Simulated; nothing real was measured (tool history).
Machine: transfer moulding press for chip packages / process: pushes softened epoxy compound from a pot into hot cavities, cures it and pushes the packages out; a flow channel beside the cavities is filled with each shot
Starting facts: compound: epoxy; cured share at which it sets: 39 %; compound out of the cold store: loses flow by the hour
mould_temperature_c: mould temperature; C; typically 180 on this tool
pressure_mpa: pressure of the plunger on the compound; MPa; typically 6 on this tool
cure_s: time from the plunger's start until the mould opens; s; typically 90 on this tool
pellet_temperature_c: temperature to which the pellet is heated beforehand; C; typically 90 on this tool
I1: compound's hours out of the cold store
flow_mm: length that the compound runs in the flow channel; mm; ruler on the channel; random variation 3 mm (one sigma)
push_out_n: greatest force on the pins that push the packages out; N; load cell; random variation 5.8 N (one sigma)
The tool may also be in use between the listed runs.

{"run": 1, "day": 0.0, "mould_temperature_c": 180, "pressure_mpa": 6, "cure_s": 90, "pellet_temperature_c": 90, "I1": 35.8, "flow_mm": 751, "push_out_n": 197}
{"run": 2, "day": 0.754, "mould_temperature_c": 180, "pressure_mpa": 6, "cure_s": 90, "pellet_temperature_c": 90, "I1": 47.6, "flow_mm": 715, "push_out_n": 205}
{"day": 1.046, "done": "cavities cleaned with cleaning compound and waxed"}
{"run": 3, "day": 1.55, "mould_temperature_c": 180, "pressure_mpa": 6, "cure_s": 90, "pellet_temperature_c": 90, "I1": 40.1, "flow_mm": 741, "push_out_n": 199}
{"run": 4, "day": 2.483, "mould_temperature_c": 180, "pressure_mpa": 6, "cure_s": 79, "pellet_temperature_c": 90, "I1": 10.9, "flow_mm": 837, "push_out_n": 285}
{"day": 3.133, "done": "cavities cleaned with cleaning compound and waxed"}
{"run": 5, "day": 3.2, "mould_temperature_c": 180, "pressure_mpa": 6, "cure_s": 79, "pellet_temperature_c": 99, "I1": 38.9, "flow_mm": 741, "push_out_n": 246}
{"run": 6, "day": 4.212, "mould_temperature_c": 180, "pressure_mpa": 6, "cure_s": 79, "pellet_temperature_c": 99, "I1": 43, "flow_mm": 726, "push_out_n": 248}
{"day": 5.283, "done": "cavities cleaned with cleaning compound and waxed"}
{"run": 7, "day": 5.429, "mould_temperature_c": 180, "pressure_mpa": 6, "cure_s": 79, "pellet_temperature_c": 99, "I1": 13, "flow_mm": 833, "push_out_n": 260}
{"day": 5.838, "done": "plunger's sealing rings changed"}
{"run": 8, "day": 6.446, "mould_temperature_c": 180, "pressure_mpa": 4.93, "cure_s": 90, "pellet_temperature_c": 90, "I1": 44.2, "flow_mm": 656, "push_out_n": 208}
{"day": 7.5, "done": "cavities cleaned with cleaning compound and waxed"}
{"run": 9, "day": 7.804, "mould_temperature_c": 180, "pressure_mpa": 6, "cure_s": 90, "pellet_temperature_c": 80, "I1": 43.6, "flow_mm": 732, "push_out_n": 202}
{"run": 10, "day": 8.638, "mould_temperature_c": 180, "pressure_mpa": 6, "cure_s": 90, "pellet_temperature_c": 80, "I1": 43, "flow_mm": 728, "push_out_n": 207}
{"run": 11, "day": 9.396, "mould_temperature_c": 187, "pressure_mpa": 6, "cure_s": 90, "pellet_temperature_c": 90, "I1": 24.3, "flow_mm": 781, "push_out_n": 175}
{"day": 9.583, "done": "cavities cleaned with cleaning compound and waxed"}
{"run": 12, "day": 10.662, "mould_temperature_c": 187, "pressure_mpa": 6, "cure_s": 90, "pellet_temperature_c": 90, "I1": 23.8, "flow_mm": 778, "push_out_n": 165}
{"run": 13, "day": 11.283, "mould_temperature_c": 180, "pressure_mpa": 6, "cure_s": 90, "pellet_temperature_c": 90, "I1": 14.6, "flow_mm": 828, "push_out_n": 215}
{"day": 11.662, "done": "cavities cleaned with cleaning compound and waxed"}
{"run": 14, "day": 12.396, "mould_temperature_c": 180, "pressure_mpa": 6, "cure_s": 90, "pellet_temperature_c": 90, "I1": 34.5, "flow_mm": 761, "push_out_n": 214}
{"day": 13.729, "done": "cavities cleaned with cleaning compound and waxed"}
{"run": 15, "day": 13.892, "mould_temperature_c": 180, "pressure_mpa": 6, "cure_s": 90, "pellet_temperature_c": 90, "I1": 35.3, "flow_mm": 750, "push_out_n": 202}
{"run": 16, "day": 15.2, "mould_temperature_c": 179, "pressure_mpa": 6.59, "cure_s": 90, "pellet_temperature_c": 91, "I1": 17.8, "flow_mm": 855, "push_out_n": 215}
{"day": 15.817, "done": "cavities cleaned with cleaning compound and waxed"}
{"run": 17, "day": 16.421, "mould_temperature_c": 179, "pressure_mpa": 6, "cure_s": 101, "pellet_temperature_c": 90, "I1": 10.4, "flow_mm": 840, "push_out_n": 188}
{"run": 18, "day": 17.762, "mould_temperature_c": 187, "pressure_mpa": 5.94, "cure_s": 101, "pellet_temperature_c": 89, "I1": 29.7, "flow_mm": 754, "push_out_n": 171}
{"day": 17.962, "done": "cavities cleaned with cleaning compound and waxed"}
{"run": 19, "day": 18.775, "mould_temperature_c": 183, "pressure_mpa": 5.97, "cure_s": 125, "pellet_temperature_c": 89, "I1": 23.9, "flow_mm": 779, "push_out_n": 168}
{"day": 20.096, "done": "cavities cleaned with cleaning compound and waxed"}
{"run": 20, "day": 20.217, "mould_temperature_c": 180, "pressure_mpa": 6, "cure_s": 128, "pellet_temperature_c": 90, "I1": 46, "flow_mm": 721, "push_out_n": 166}
{"run": 21, "day": 21.325, "mould_temperature_c": 180, "pressure_mpa": 6, "cure_s": 73, "pellet_temperature_c": 97, "I1": 22.8, "flow_mm": 790, "push_out_n": 315}
{"day": 22.204, "done": "cavities cleaned with cleaning compound and waxed"}
{"run": 22, "day": 22.204, "mould_temperature_c": 182, "pressure_mpa": 6, "cure_s": 71, "pellet_temperature_c": 97, "I1": 22.5, "flow_mm": 795, "push_out_n": 295}
{"day": 23.021, "done": "plunger's sealing rings changed"}
{"run": 23, "day": 23.075, "mould_temperature_c": 182, "pressure_mpa": 6, "cure_s": 71, "pellet_temperature_c": 97, "I1": 39.9, "flow_mm": 734, "push_out_n": 276}
{"run": 24, "day": 24.117, "mould_temperature_c": 182, "pressure_mpa": 6, "cure_s": 71, "pellet_temperature_c": 97, "I1": 23.9, "flow_mm": 791, "push_out_n": 306}
{"day": 24.396, "done": "cavities cleaned with cleaning compound and waxed"}
{"day": 24.958, "done": "mould's thermocouples calibrated"}
{"run": 25, "day": 25.438, "mould_temperature_c": 185, "pressure_mpa": 6, "cure_s": 90, "pellet_temperature_c": 98, "I1": 18.6, "flow_mm": 803, "push_out_n": 184}
{"day": 26.596, "done": "cavities cleaned with cleaning compound and waxed"}
{"run": 26, "day": 27.042, "mould_temperature_c": 185, "pressure_mpa": 6, "cure_s": 90, "pellet_temperature_c": 98, "I1": 39.3, "flow_mm": 730, "push_out_n": 180}
{"run": 27, "day": 28.083, "mould_temperature_c": 181, "pressure_mpa": 7.44, "cure_s": 130, "pellet_temperature_c": 96, "I1": 10.4, "flow_mm": 934, "push_out_n": 173}
{"day": 28.638, "done": "cavities cleaned with cleaning compound and waxed"}
{"run": 28, "day": 29.388, "mould_temperature_c": 181, "pressure_mpa": 6.73, "cure_s": 90, "pellet_temperature_c": 90, "I1": 35.7, "flow_mm": 797, "push_out_n": 198}

What will run 29 give?
{"day": 30.7, "done": "cavities cleaned with cleaning compound and waxed"}
{"run": 29, "day": 30.95, "mould_temperature_c": 181, "pressure_mpa": 6.73, "cure_s": 90, "pellet_temperature_c": 90, "I1": 9.6, "flow_mm": "?", "push_out_n": "?"}

Logged for run 29: flow_mm 891 mm, push_out_n 204 N.
Take away the tool's hidden state, keep the run-to-run variation as it was, and the same run would have given flow_mm 892 mm, push_out_n 203 N.

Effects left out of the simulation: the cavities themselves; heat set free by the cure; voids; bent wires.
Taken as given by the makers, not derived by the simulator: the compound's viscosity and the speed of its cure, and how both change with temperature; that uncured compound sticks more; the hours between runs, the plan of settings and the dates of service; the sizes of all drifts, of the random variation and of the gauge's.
